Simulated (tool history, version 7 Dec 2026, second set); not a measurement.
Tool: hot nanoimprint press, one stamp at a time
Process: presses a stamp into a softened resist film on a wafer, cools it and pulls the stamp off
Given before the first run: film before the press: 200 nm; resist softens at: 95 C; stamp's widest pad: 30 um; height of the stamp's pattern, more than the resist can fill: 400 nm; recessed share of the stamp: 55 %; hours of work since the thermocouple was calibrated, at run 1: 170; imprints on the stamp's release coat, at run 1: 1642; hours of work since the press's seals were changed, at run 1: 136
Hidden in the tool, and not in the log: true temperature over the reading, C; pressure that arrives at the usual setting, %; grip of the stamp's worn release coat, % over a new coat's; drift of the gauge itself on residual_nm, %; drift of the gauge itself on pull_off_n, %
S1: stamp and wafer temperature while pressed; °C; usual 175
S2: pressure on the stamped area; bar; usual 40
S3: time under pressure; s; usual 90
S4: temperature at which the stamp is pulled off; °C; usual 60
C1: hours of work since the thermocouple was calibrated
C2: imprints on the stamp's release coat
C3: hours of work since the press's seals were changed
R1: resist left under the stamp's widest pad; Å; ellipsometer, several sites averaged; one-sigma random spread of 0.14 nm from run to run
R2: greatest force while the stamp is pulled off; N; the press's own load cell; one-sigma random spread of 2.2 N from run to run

| run | hour | S1 | S2 | S3 | S4 | C1 | C2 | C3 | R1 | R2 |
|---|---|---|---|---|---|---|---|---|---|---|
| 1 | 0 | 175 | 40 | 90 | 60 | 170 | 1642 | 136 | 741 | 139 |
|  | 15.1 | stamp cleaned and given a new release coat |
| 2 | 32.1 | 175 | 40 | 90 | 60 | 190 | 83 | 156 | 736 | 108 |
| 3 | 71 | 175 | 40 | 90 | 60 | 220 | 275 | 186 | 738 | 107 |
| 4 | 100.3 | 175 | 40 | 90 | 62 | 243 | 418 | 209 | 737 | 109 |
|  | 116.4 | plate thermocouple calibrated |
| 5 | 122.5 | 175 | 40 | 90 | 62 | 5 | 513 | 224 | 768 | 111 |
| 6 | 144.9 | 175 | 40 | 90 | 62 | 22 | 623 | 241 | 765 | 115 |
| 7 | 185.4 | 175 | 40 | 90 | 62 | 53 | 822 | 272 | 763 | 116 |
| 8 | 213.8 | 175 | 40 | 90 | 62 | 75 | 962 | 294 | 760 | 120 |
| 9 | 250.5 | 175 | 40 | 90 | 60 | 104 | 1142 | 323 | 759 | 134 |
| 10 | 281.9 | 175 | 40 | 90 | 60 | 128 | 1296 | 347 | 758 | 128 |
| 11 | 305.7 | 175 | 40 | 90 | 60 | 147 | 1413 | 366 | 756 | 129 |
| 12 | 329.7 | 175 | 27.9 | 90 | 60 | 165 | 1531 | 384 | 902 | 136 |
|  | 368.4 | stamp cleaned and given a new release coat |
| 13 | 368.4 | 175 | 27.9 | 90 | 60 | 190 | 0 | 409 | 899 | 104 |
| 14 | 387 | 179 | 49.4 | 90 | 54 | 205 | 91 | 424 | 586 | 116 |
| 15 | 430.7 | 179 | 49.4 | 90 | 54 | 239 | 305 | 458 | 584 | 123 |
|  | 450.2 | plate thermocouple calibrated |
| 16 | 458.3 | 179 | 49.4 | 90 | 54 | 6 | 427 | 477 | 595 | 116 |
| 17 | 481.8 | 175 | 40 | 90 | 62 | 24 | 542 | 495 | 761 | 110 |
| 18 | 512.8 | 175 | 40 | 90 | 62 | 48 | 694 | 519 | 756 | 115 |
| 19 | 548.2 | 177 | 33.7 | 70 | 48 | 76 | 868 | 546 | 843 | 144 |
| 20 | 582.8 | 172 | 40 | 90 | 60 | 103 | 1038 | 573 | 838 | 125 |
| 21 | 616.1 | 166 | 51.7 | 90 | 60 | 128 | 1202 | 599 | 913 | 127 |
| 22 | 636.8 | 186 | 57.7 | 59 | 60 | 144 | 1303 | 615 | 510 | 127 |
| 23 | 657.6 | 178 | 31.2 | 59 | 60 | 161 | 1406 | 631 | 897 | 131 |
| 24 | 684.9 | 175 | 40 | 90 | 60 | 182 | 1540 | 652 | 746 | 135 |

Forecast each of these 3 alternatives for the next run:
| A | 713.5 | 175 | 43.1 | 90 | 60 | 204 | 1680 | 674 | ? | ? |
| B | 713.5 | 175 | 41.8 | 132 | 60 | 204 | 1680 | 674 | ? | ? |
| C | 713.5 | 170 | 40 | 173 | 57 | 204 | 1680 | 674 | ? | ? |

| run | R1 | R2 |
|---|---|---|
| A | 719 | 139 |
| B | 631 | 132 |
| C | 694 | 142 |
Stripped of hidden state, with their random variation kept, the same runs would have yielded:
| run | R1 | R2 |
|---|---|---|
| A | 731 | 107 |
| B | 643 | 101 |
| C | 708 | 109 |

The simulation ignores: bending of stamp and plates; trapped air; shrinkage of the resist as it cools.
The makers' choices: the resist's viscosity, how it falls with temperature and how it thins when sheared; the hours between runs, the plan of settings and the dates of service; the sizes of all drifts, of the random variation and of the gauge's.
